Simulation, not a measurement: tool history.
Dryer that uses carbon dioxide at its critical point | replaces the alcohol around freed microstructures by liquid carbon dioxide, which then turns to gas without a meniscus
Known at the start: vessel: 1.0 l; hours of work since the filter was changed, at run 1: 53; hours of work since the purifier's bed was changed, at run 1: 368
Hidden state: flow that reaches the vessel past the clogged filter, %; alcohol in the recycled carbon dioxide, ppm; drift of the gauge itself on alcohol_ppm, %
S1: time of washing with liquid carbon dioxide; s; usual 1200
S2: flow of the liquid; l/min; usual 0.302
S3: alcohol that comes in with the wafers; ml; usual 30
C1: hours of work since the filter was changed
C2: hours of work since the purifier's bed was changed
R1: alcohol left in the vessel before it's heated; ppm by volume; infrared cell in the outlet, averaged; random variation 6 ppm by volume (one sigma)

| run | hour | S1 | S2 | S3 | C1 | C2 | R1 |
|---|---|---|---|---|---|---|---|
| 1 | 0 | 1200 | 0.302 | 30 | 53 | 368 | 357 |
| 2 | 17.1 | 1200 | 0.302 | 30 | 62 | 377 | 353 |
| 3 | 44.4 | 1200 | 0.302 | 30 | 75 | 390 | 374 |
| 4 | 77.9 | 1200 | 0.302 | 30 | 92 | 407 | 383 |
| 5 | 105.3 | 1200 | 0.302 | 34 | 106 | 421 | 424 |
| 6 | 128.3 | 1200 | 0.302 | 34 | 117 | 432 | 432 |
| 7 | 160.1 | 1200 | 0.302 | 34 | 133 | 448 | 451 |
| 8 | 184.5 | 1560 | 0.302 | 30 | 145 | 460 | 214 |
| 9 | 214.8 | 1200 | 0.302 | 30 | 160 | 475 | 426 |
| 10 | 246.6 | 1200 | 0.234 | 30 | 176 | 491 | 975 |
| 11 | 269 | 1200 | 0.302 | 30 | 187 | 502 | 452 |
| 12 | 299.6 | 1200 | 0.302 | 30 | 202 | 517 | 443 |
| 13 | 322.6 | 1200 | 0.302 | 30 | 214 | 529 | 453 |
| 14 | 338.3 | 1200 | 0.302 | 30 | 221 | 536 | 470 |
| 15 | 367.9 | 1200 | 0.302 | 60 | 236 | 551 | 766 |
| 16 | 389.9 | 1200 | 0.291 | 60 | 247 | 562 | 876 |
| 17 | 418.9 | 1200 | 0.291 | 60 | 261 | 576 | 860 |
| 18 | 451 | 1200 | 0.302 | 30 | 277 | 592 | 499 |
| 19 | 484.2 | 1200 | 0.302 | 30 | 294 | 609 | 499 |
| 20 | 511.3 | 1200 | 0.302 | 30 | 307 | 622 | 501 |
| 21 | 540.9 | 840 | 0.302 | 30 | 322 | 637 | 1415 |
| 22 | 573.5 | 840 | 0.302 | 30 | 338 | 653 | 1437 |
| 23 | 603.4 | 840 | 0.302 | 30 | 353 | 668 | 1445 |
| 24 | 619.1 | 780 | 0.302 | 30 | 361 | 676 | 1758 |
| 25 | 641.4 | 900 | 0.302 | 64 | 372 | 687 | 2303 |
| 26 | 660.5 | 1680 | 0.202 | 25 | 382 | 696 | 635 |
| 27 | 675 | 1680 | 0.202 | 25 | 389 | 704 | 663 |
| 28 | 706.5 | 1680 | 0.202 | 25 | 404 | 719 | 664 |
| 29 | 738.9 | 780 | 0.302 | 68 | 421 | 735 | 3911 |
| 30 | 770 | 780 | 0.309 | 39 | 436 | 751 | 2267 |
| 31 | 784.9 | 840 | 0.314 | 116 | 443 | 758 | 4687 |
|  | 798.8 | purifier's bed changed |
| 32 | 804.3 | 960 | 0.285 | 21 | 452 | 3 | 726 |
| 33 | 822.2 | 960 | 0.285 | 21 | 460 | 12 | 744 |
| 34 | 848.9 | 960 | 0.285 | 21 | 474 | 25 | 743 |
| 35 | 869.5 | 1020 | 0.361 | 21 | 484 | 35 | 239 |
| 36 | 890.4 | 1020 | 0.512 | 61 | 494 | 46 | 95 |
| 37 | 920.1 | 1020 | 0.512 | 61 | 509 | 60 | 121 |
| 38 | 952.4 | 1560 | 0.302 | 24 | 525 | 76 | 109 |
| 39 | 979.9 | 1200 | 0.302 | 39 | 539 | 90 | 524 |
|  | 984.8 | inlet filter changed |
| 40 | 1005.4 | 1200 | 0.197 | 36 | 10 | 102 | 1582 |
| 41 | 1031.5 | 1200 | 0.231 | 36 | 23 | 115 | 933 |
| 42 | 1063.2 | 1020 | 0.282 | 36 | 39 | 131 | 790 |
| 43 | 1080.2 | 1020 | 0.282 | 36 | 47 | 139 | 793 |
| 44 | 1102.8 | 1200 | 0.302 | 27 | 59 | 151 | 267 |

Measured less the same run without the tool's hidden state. The same run-to-run variation is in both; the gauge's scatter may not be:
| run | R1 |
|---|---|
| 1 | +144 |
| 2 | +150 |
| 3 | +158 |
| 4 | +168 |
| 5 | +182 |
| 6 | +186 |
| 7 | +203 |
| 8 | +168 |
| 9 | +209 |
| 10 | +286 |
| 11 | +227 |
| 12 | +232 |
| 13 | +239 |
| 14 | +251 |
| 15 | +327 |
| 16 | +356 |
| 17 | +353 |
| 18 | +282 |
| 19 | +292 |
| 20 | +292 |
| 21 | +481 |
| 22 | +501 |
| 23 | +515 |
| 24 | +573 |
| 25 | +769 |
| 26 | +366 |
| 27 | +378 |
| 28 | +387 |
| 29 | +1184 |
| 30 | +802 |
| 31 | +1558 |
| 32 | +221 |
| 33 | +233 |
| 34 | +242 |
| 35 | +104 |
| 36 | +60 |
| 37 | +69 |
| 38 | +68 |
| 39 | +244 |
| 40 | +66 |
| 41 | +70 |
| 42 | +80 |
| 43 | +88 |
| 44 | +69 |
